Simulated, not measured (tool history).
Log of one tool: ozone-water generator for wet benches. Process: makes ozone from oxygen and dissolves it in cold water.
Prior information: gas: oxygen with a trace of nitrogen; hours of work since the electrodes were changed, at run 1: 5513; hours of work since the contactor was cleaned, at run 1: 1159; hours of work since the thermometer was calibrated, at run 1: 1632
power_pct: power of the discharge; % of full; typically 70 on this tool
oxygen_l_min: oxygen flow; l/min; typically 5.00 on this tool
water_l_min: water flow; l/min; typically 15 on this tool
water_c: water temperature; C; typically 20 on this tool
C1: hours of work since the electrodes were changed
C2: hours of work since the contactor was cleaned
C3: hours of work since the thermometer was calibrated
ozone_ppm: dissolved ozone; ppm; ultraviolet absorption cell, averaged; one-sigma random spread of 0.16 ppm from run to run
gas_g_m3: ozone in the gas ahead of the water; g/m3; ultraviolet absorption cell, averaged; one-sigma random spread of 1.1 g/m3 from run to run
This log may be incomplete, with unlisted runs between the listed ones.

{"run": 1, "hour": 0.0, "power_pct": 70, "oxygen_l_min": 5.0, "water_l_min": 15, "water_c": 20, "C1": 5513, "C2": 1159, "C3": 1632, "ozone_ppm": 22.0, "gas_g_m3": 197.7}
{"run": 2, "hour": 122.5, "power_pct": 70, "oxygen_l_min": 5.0, "water_l_min": 12, "water_c": 20, "C1": 5634, "C2": 1280, "C3": 1752, "ozone_ppm": 25.9, "gas_g_m3": 199.2}
{"run": 3, "hour": 278.0, "power_pct": 70, "oxygen_l_min": 5.0, "water_l_min": 12, "water_c": 13, "C1": 5787, "C2": 1433, "C3": 1906, "ozone_ppm": 29.1, "gas_g_m3": 202.0}
{"run": 4, "hour": 376.2, "power_pct": 70, "oxygen_l_min": 6.36, "water_l_min": 15, "water_c": 20, "C1": 5884, "C2": 1530, "C3": 2003, "ozone_ppm": 22.4, "gas_g_m3": 185.0}
{"run": 5, "hour": 488.4, "power_pct": 70, "oxygen_l_min": 6.36, "water_l_min": 15, "water_c": 20, "C1": 5995, "C2": 1640, "C3": 2113, "ozone_ppm": 22.3, "gas_g_m3": 184.8}
{"run": 6, "hour": 637.8, "power_pct": 70, "oxygen_l_min": 6.36, "water_l_min": 15, "water_c": 20, "C1": 6142, "C2": 1788, "C3": 2261, "ozone_ppm": 22.3, "gas_g_m3": 185.6}
{"run": 7, "hour": 767.9, "power_pct": 70, "oxygen_l_min": 5.0, "water_l_min": 15, "water_c": 20, "C1": 6270, "C2": 1916, "C3": 2389, "ozone_ppm": 22.1, "gas_g_m3": 200.9}
{"run": 8, "hour": 833.6, "power_pct": 70, "oxygen_l_min": 5.0, "water_l_min": 15, "water_c": 20, "C1": 6335, "C2": 1981, "C3": 2454, "ozone_ppm": 22.1, "gas_g_m3": 202.2}
{"run": 9, "hour": 929.5, "power_pct": 70, "oxygen_l_min": 5.0, "water_l_min": 15, "water_c": 20, "C1": 6430, "C2": 2075, "C3": 2548, "ozone_ppm": 21.8, "gas_g_m3": 202.2}
{"run": 10, "hour": 1036.9, "power_pct": 70, "oxygen_l_min": 5.0, "water_l_min": 15, "water_c": 20, "C1": 6536, "C2": 2181, "C3": 2654, "ozone_ppm": 21.8, "gas_g_m3": 201.8}
{"run": 11, "hour": 1160.7, "power_pct": 70, "oxygen_l_min": 5.0, "water_l_min": 15, "water_c": 20, "C1": 6658, "C2": 2303, "C3": 2776, "ozone_ppm": 21.8, "gas_g_m3": 201.9}
{"run": 12, "hour": 1281.4, "power_pct": 70, "oxygen_l_min": 5.0, "water_l_min": 15, "water_c": 20, "C1": 6777, "C2": 2422, "C3": 2895, "ozone_ppm": 21.6, "gas_g_m3": 201.7}
{"run": 13, "hour": 1412.3, "power_pct": 70, "oxygen_l_min": 5.0, "water_l_min": 14, "water_c": 20, "C1": 6906, "C2": 2551, "C3": 3024, "ozone_ppm": 23.3, "gas_g_m3": 202.6}
{"run": 14, "hour": 1514.0, "power_pct": 70, "oxygen_l_min": 5.0, "water_l_min": 15, "water_c": 20, "C1": 7006, "C2": 2651, "C3": 3124, "ozone_ppm": 21.5, "gas_g_m3": 200.6}
{"run": 15, "hour": 1639.9, "power_pct": 70, "oxygen_l_min": 5.0, "water_l_min": 15, "water_c": 20, "C1": 7130, "C2": 2776, "C3": 3248, "ozone_ppm": 21.5, "gas_g_m3": 201.1}
{"run": 16, "hour": 1772.4, "power_pct": 70, "oxygen_l_min": 5.0, "water_l_min": 15, "water_c": 20, "C1": 7261, "C2": 2906, "C3": 3379, "ozone_ppm": 21.5, "gas_g_m3": 201.9}
{"hour": 1855.1, "done": "contactor cleaned"}
{"run": 17, "hour": 1855.1, "power_pct": 70, "oxygen_l_min": 5.0, "water_l_min": 15, "water_c": 20, "C1": 7338, "C2": 0, "C3": 3457, "ozone_ppm": 21.6, "gas_g_m3": 202.2}
{"run": 18, "hour": 1951.9, "power_pct": 70, "oxygen_l_min": 5.0, "water_l_min": 15, "water_c": 20, "C1": 7434, "C2": 95, "C3": 3552, "ozone_ppm": 21.4, "gas_g_m3": 204.0}
{"run": 19, "hour": 2043.7, "power_pct": 70, "oxygen_l_min": 5.0, "water_l_min": 15, "water_c": 20, "C1": 7524, "C2": 186, "C3": 3643, "ozone_ppm": 21.6, "gas_g_m3": 202.6}
{"run": 20, "hour": 2113.7, "power_pct": 70, "oxygen_l_min": 2.51, "water_l_min": 18, "water_c": 25, "C1": 7593, "C2": 255, "C3": 3712, "ozone_ppm": 14.6, "gas_g_m3": 253.9}
{"hour": 2126.7, "done": "water thermometer calibrated"}
{"hour": 2140.8, "done": "electrodes of the discharge changed"}
{"run": 21, "hour": 2267.0, "power_pct": 70, "oxygen_l_min": 5.0, "water_l_min": 13, "water_c": 20, "C1": 124, "C2": 400, "C3": 132, "ozone_ppm": 24.5, "gas_g_m3": 202.0}
{"run": 22, "hour": 2396.3, "power_pct": 70, "oxygen_l_min": 2.83, "water_l_min": 12, "water_c": 13, "C1": 252, "C2": 527, "C3": 260, "ozone_ppm": 25.7, "gas_g_m3": 246.0}
{"run": 23, "hour": 2473.4, "power_pct": 85, "oxygen_l_min": 5.0, "water_l_min": 11, "water_c": 27, "C1": 328, "C2": 603, "C3": 336, "ozone_ppm": 26.6, "gas_g_m3": 228.3}
{"run": 24, "hour": 2615.6, "power_pct": 84, "oxygen_l_min": 8.36, "water_l_min": 11, "water_c": 23, "C1": 468, "C2": 743, "C3": 476, "ozone_ppm": 28.8, "gas_g_m3": 193.3}
{"run": 25, "hour": 2698.3, "power_pct": 68, "oxygen_l_min": 8.36, "water_l_min": 11, "water_c": 14, "C1": 550, "C2": 825, "C3": 558, "ozone_ppm": 30.6, "gas_g_m3": 170.5}
{"run": 26, "hour": 2838.8, "power_pct": 70, "oxygen_l_min": 5.0, "water_l_min": 18, "water_c": 20, "C1": 688, "C2": 963, "C3": 696, "ozone_ppm": 19.1, "gas_g_m3": 209.1}
{"run": 27, "hour": 2917.6, "power_pct": 70, "oxygen_l_min": 5.0, "water_l_min": 18, "water_c": 20, "C1": 766, "C2": 1041, "C3": 774, "ozone_ppm": 19.1, "gas_g_m3": 205.8}
{"run": 28, "hour": 3030.1, "power_pct": 70, "oxygen_l_min": 5.0, "water_l_min": 18, "water_c": 20, "C1": 877, "C2": 1152, "C3": 885, "ozone_ppm": 18.9, "gas_g_m3": 204.2}
{"run": 29, "hour": 3104.7, "power_pct": 50, "oxygen_l_min": 7.4, "water_l_min": 14, "water_c": 20, "C1": 950, "C2": 1226, "C3": 958, "ozone_ppm": 19.5, "gas_g_m3": 146.8}
{"run": 30, "hour": 3244.6, "power_pct": 50, "oxygen_l_min": 8.81, "water_l_min": 12, "water_c": 13, "C1": 1088, "C2": 1364, "C3": 1096, "ozone_ppm": 24.8, "gas_g_m3": 139.7}
{"run": 31, "hour": 3329.2, "power_pct": 50, "oxygen_l_min": 6.74, "water_l_min": 12, "water_c": 18, "C1": 1172, "C2": 1447, "C3": 1180, "ozone_ppm": 22.3, "gas_g_m3": 151.9}
{"run": 32, "hour": 3436.4, "power_pct": 50, "oxygen_l_min": 6.74, "water_l_min": 12, "water_c": 18, "C1": 1277, "C2": 1553, "C3": 1285, "ozone_ppm": 22.4, "gas_g_m3": 153.3}
{"run": 33, "hour": 3534.4, "power_pct": 50, "oxygen_l_min": 6.74, "water_l_min": 12, "water_c": 18, "C1": 1374, "C2": 1649, "C3": 1382, "ozone_ppm": 22.3, "gas_g_m3": 151.5}

Selected run-to-run steps in gas_g_m3, each split into two signed amounts: the part the tool would show with no hidden state at all (from settings, incoming material and random variation), and the remainder, which goes to the hidden state together with any gauge scatter not common to the measured and the hidden-state-free results:
Hidden conditions of the tool in this case: yield of the discharge, % of new electrodes'; contactor's efficiency, % of a clean one's; true water temperature over the reading, C; drift of the gauge itself on ozone_ppm, %; drift of the gauge itself on gas_g_m3, %.
Run 19 -> 20: oxygen_l_min 5.00 -> 2.51, water_l_min 15 -> 18, water_c 20 -> 25. gas_g_m3 +51.3 g/m3: hidden state +0.7, all else +50.6.
Run 20 -> 21: oxygen_l_min 2.51 -> 5.00, water_l_min 18 -> 13, water_c 25 -> 20, water thermometer calibrated, electrodes of the discharge changed. gas_g_m3 -51.9 g/m3: hidden state +0.3, all else -52.2.
Run 21 -> 22: oxygen_l_min 5.00 -> 2.83, water_l_min 13 -> 12, water_c 20 -> 13. gas_g_m3 +44.0 g/m3: hidden state +1.0, all else +43.0.
Run 25 -> 26: power_pct 68 -> 70, oxygen_l_min 8.36 -> 5.00, water_l_min 11 -> 18, water_c 14 -> 20. gas_g_m3 +38.6 g/m3: hidden state +0.9, all else +37.7.
Run 28 -> 29: power_pct 70 -> 50, oxygen_l_min 5.00 -> 7.40, water_l_min 18 -> 14. gas_g_m3 -57.4 g/m3: hidden state -1.2, all else -56.2.

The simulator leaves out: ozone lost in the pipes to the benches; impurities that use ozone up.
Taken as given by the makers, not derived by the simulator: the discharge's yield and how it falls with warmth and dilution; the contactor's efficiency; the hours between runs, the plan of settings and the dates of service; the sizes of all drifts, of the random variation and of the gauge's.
